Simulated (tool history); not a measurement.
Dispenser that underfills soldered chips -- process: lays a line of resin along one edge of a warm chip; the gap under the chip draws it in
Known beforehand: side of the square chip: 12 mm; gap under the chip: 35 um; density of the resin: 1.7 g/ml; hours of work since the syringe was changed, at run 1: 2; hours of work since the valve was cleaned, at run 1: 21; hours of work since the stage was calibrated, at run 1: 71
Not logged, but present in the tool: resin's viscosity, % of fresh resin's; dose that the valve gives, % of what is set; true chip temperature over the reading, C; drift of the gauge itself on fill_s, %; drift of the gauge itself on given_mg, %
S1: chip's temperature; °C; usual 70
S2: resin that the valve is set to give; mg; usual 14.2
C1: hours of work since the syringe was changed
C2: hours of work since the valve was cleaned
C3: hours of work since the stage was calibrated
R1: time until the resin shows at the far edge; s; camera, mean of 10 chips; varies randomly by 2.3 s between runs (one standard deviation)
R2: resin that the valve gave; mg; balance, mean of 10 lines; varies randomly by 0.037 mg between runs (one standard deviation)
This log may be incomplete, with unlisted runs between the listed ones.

run  hour  S1    S2  C1  C2   C3     R1     R2
  1     0  70  14.2   2  21   71  256.2   14.1
     11.6  -- new syringe of resin
  2  12.6  70  14.2   1  29   80  234.8  13.99
  3  19.3  70  14.2   5  34   85    319  13.96
     25.4  -- new syringe of resin
  4  25.4  56  14.2   0  38   89  437.3  13.98
     33.3  -- dispensing valve cleaned and set on the balance
  5  34.5  56  14.2   6   1   95  635.6  14.22
     40.3  -- new syringe of resin
  6  44.2  70  14.2   3   8  101  267.1   14.2
  7  52.9  77  13.8   9  14  108  292.2  13.71
     53.9  -- new syringe of resin
  8  61.4  77  13.8   5  20  113  232.1  13.62
     67.7  -- new syringe of resin
  9  71.8  61  16.3   3  27  121    410  16.07

Forecast run 10:
 10  78.7  55  13.6   8  32  126   ?   ?

{"run 10": {"R1": 769.6, "R2": 13.38}}
The same run, on a tool lacking any hidden state, would have yielded R1 469.3 s, R2 13.61 mg.
